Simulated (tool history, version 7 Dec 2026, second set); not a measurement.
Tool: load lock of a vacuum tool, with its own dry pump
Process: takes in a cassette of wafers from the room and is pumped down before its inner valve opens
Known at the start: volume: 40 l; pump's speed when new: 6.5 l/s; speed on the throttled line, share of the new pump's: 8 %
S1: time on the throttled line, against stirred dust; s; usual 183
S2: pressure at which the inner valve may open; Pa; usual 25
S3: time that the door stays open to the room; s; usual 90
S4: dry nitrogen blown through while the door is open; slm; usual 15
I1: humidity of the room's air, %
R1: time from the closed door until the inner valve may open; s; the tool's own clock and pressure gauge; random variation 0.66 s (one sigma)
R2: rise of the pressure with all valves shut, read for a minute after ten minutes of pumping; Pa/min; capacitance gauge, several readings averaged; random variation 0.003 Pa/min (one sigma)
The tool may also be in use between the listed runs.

run	day	S1	S2	S3	S4	I1	R1	R2
1	0.000	183	25	90	15	40.2	220.9	0.130
2	5.171	183	25	90	15	45.1	220.9	0.133
3	8.817	183	25	90	15	47.7	221.4	0.135
4	13.108	183	25	90	15	41.3	220.4	0.140
5	20.275	291	25	90	15	41.4	322.3	0.144
6	24.779	183	25	90	15	46.4	222.2	0.146
7	28.117	183	25	38	15	44.2	223.0	0.133
8	33.425	170	33	139	8	45.8	208.8	0.183
9	37.579	163	43	90	8	43.1	200.8	0.169
10	40.912	163	49	90	8	44.8	199.6	0.171
11	43.983	183	33	90	15	44.4	220.4	0.170

3 ways to go on from here, each from the tool as it stands after run 11. What would each give?
A	47.254	136	44	90	9	44.8	?	?
B	47.254	183	19	82	24	41.2	?	?
C	47.254	183	22	35	7	41.8	?	?

run	R1	R2
A	175.8	0.180
B	225.7	0.155
C	224.0	0.156
Without the tool's hidden state the same runs would have given:
run	R1	R2
A	172.5	0.043
B	222.2	0.021
C	220.6	0.020
